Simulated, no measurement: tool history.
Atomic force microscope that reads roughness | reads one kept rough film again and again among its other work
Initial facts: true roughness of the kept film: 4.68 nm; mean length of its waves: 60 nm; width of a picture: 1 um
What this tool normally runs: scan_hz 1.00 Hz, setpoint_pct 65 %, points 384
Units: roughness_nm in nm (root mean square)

run,hour,scan_hz,setpoint_pct,points,roughness_nm
1,0.0,1.00,65,384,3.908
# hour 4.7: new tip fitted
2,19.1,1.00,65,384,4.181
3,40.6,3.09,65,384,3.822
4,62.8,1.00,76,384,3.937
5,89.8,1.00,65,384,4.027
6,113.2,1.00,65,738,3.952
# hour 129.1: new tip fitted
7,130.6,1.00,65,738,4.232
8,148.7,1.00,65,738,4.190
9,176.7,1.00,65,384,4.087
10,192.3,1.00,65,384,4.053
11,207.6,1.00,81,384,3.804
12,231.0,1.00,65,384,3.988
13,247.2,1.00,65,384,3.949
# hour 252.6: new tip fitted
14,278.0,1.00,65,384,4.196
15,307.4,1.00,65,384,4.075
16,328.9,1.00,65,384,4.011
17,343.7,1.00,65,384,3.973
18,357.2,1.00,65,384,3.963
# hour 377.0: new tip fitted
19,386.1,1.00,65,384,4.210
20,401.4,1.00,87,384,3.838
21,427.3,0.51,65,384,4.198
22,444.7,0.51,65,384,4.162
23,465.4,0.87,65,384,4.025
24,495.1,2.70,65,368,3.643
# hour 500.7: new tip fitted
25,510.5,1.34,65,562,4.164
26,528.0,3.86,63,484,3.820
27,546.3,3.86,85,288,2.867
28,563.6,0.55,79,391,4.058
29,588.3,0.55,79,391,3.986
30,606.7,1.05,87,384,3.629
# hour 624.6: new tip fitted
31,629.8,1.05,57,800,4.304
32,643.0,1.00,85,310,3.884
33,672.1,2.87,82,509,3.270
34,703.7,3.35,65,420,3.683
35,733.6,0.52,60,384,4.064
# hour 748.2: new tip fitted
36,748.2,1.00,77,384,4.088
37,771.7,2.88,75,292,3.581
38,800.4,2.88,78,415,3.381
39,822.0,2.88,78,415,3.351
40,845.1,0.75,75,265,3.952
41,862.0,0.75,75,265,3.925
# hour 872.8: new tip fitted
42,881.5,1.87,72,749,3.937
43,904.2,1.63,77,324,3.832
44,927.0,3.99,77,324,3.202
45,949.8,3.99,77,324,3.156

Predict each of these 4 candidate next runs independently; none follows another, all start after run 45:
A,974.2,1.63,65,384,?
B,974.2,0.75,65,384,?
C,974.2,1.72,56,356,?
D,974.2,0.53,70,384,?

run,roughness_nm
A,3.886
B,4.047
C,4.008
D,4.072
Stripped of hidden state, with their random variation kept, the same runs would have yielded:
run,roughness_nm
A,4.131
B,4.302
C,4.261
D,4.329
